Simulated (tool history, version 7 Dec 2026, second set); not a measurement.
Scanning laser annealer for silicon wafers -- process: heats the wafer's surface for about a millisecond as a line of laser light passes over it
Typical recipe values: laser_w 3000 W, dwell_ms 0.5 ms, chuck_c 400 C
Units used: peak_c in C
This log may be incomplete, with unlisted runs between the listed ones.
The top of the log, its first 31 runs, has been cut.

run,hour,laser_w,dwell_ms,chuck_c,hours of work since the window was cleaned,hours of work since the power meter was calibrated,hours of work since the optics were aligned,peak_c
32,1041,2644,0.561,424,261,2017,103,1115
33,1084.1,3017,0.5,400,295,2051,137,1180
34,1108.9,3000,0.431,400,315,2071,157,1128
35,1148.2,2771,0.488,424,346,2102,189,1117
36,1193.2,2771,0.488,424,382,2138,225,1118
37,1220.3,3000,0.397,400,404,2160,246,1100
38,1254,2612,0.5,400,431,2187,273,1047
# hour 1295.6: window over the wafer cleaned
39,1298.2,2612,0.505,401,2,2220,307,1057
40,1341,2612,0.417,401,36,2254,341,1003
41,1376.7,2612,0.417,401,65,2283,369,999

Alternative continuations, all from the tool just after run 41; predict every row:
A,1397.4,2559,0.361,389,81,2299,386,?
B,1397.4,3053,0.433,437,81,2299,386,?
C,1397.4,2651,0.582,401,81,2299,386,?

run,peak_c
A,938
B,1181
C,1110
Without the tool's hidden state the same runs would have given:
run,peak_c
A,939
B,1182
C,1111

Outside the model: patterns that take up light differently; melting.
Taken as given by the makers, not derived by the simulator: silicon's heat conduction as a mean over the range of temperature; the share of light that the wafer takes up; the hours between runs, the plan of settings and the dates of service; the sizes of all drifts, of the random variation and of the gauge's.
